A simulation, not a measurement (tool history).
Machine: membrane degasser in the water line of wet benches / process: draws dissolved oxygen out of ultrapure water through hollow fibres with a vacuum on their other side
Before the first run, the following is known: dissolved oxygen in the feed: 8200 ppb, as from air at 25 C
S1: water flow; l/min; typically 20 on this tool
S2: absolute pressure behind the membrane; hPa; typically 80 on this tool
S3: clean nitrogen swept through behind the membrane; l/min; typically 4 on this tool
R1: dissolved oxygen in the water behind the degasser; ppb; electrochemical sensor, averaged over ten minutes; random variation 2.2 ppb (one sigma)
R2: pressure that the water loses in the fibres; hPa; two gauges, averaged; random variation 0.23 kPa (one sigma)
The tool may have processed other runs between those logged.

run    hour  S1     S2     S3     R1     R2
  1       0  20     80      4  225.2  580.1
  2   275.4  20     80      4  225.8  577.3
  3   597.6  20     80      4  217.5  571.3
  4   827.1  20     80      4  223.2    579
  5  1051.4  20     80      4  226.1  574.1
  6  1405.1  20     80      4  219.1  571.7
  7  1669.7  20     80      4    229  577.3
  8  1841.4  20  128.9      4  278.4  576.6
  9  2145.6  20     80      4  227.7  577.4
 10  2413.8  20     80      4    224  574.3
 11  2688.8  20     80      4  226.1  575.2
 12  2889.8  20     80      4  224.8  572.1
 13    3049  20     80      4  224.9  571.7
 14    3210  20     80      4  225.5  574.7
 15  3509.9  14  157.3   1.63  303.7    398
 16  3819.9  14  157.3   1.63  298.4  402.7
 17  4157.6  14  157.3   1.63  296.9  399.1
 18  4506.4  21  178.9      4  368.7    602
 19  4751.6  21  178.9      4  366.5  599.7
 20  4905.2  21  178.9  10.03  270.2  597.4
     5200.9  -- vacuum gauge calibrated
 21  5259.8  21  178.9  10.03  266.9  599.8
 22  5446.8  21  178.9  10.03  258.8  594.6
 23  5684.4  15     80   3.63  115.3  426.8
 24  5972.7  13  168.9  11.19   78.6  369.9
 25  6118.8  20     80   2.11  270.8  569.3
 26  6372.5  20     80  11.51  189.3  566.4

Consider 4 possible next runs. They are alternatives, not a sequence: every one starts from the tool as it was left by run 26. What does each give?
     6439.4  -- membrane cartridge changed
  A  6535.9  24  66.1      4   ?   ?
     6439.4  -- membrane cartridge changed
  B  6535.9  16    80   1.97   ?   ?
     6439.4  -- membrane cartridge changed
  C  6535.9  23    80   2.88   ?   ?
     6439.4  -- membrane cartridge changed
  D  6535.9  20  50.3  11.51   ?   ?

run     R1     R2
  A  311.3  678.5
  B  173.9  452.6
  C  329.9    648
  D  177.1  568.3
Without the tool's unlogged condition, the same runs would have read:
run     R1     R2
  A  311.3  692.7
  B  173.9  462.1
  C  329.8  661.6
  D  177.1  580.3
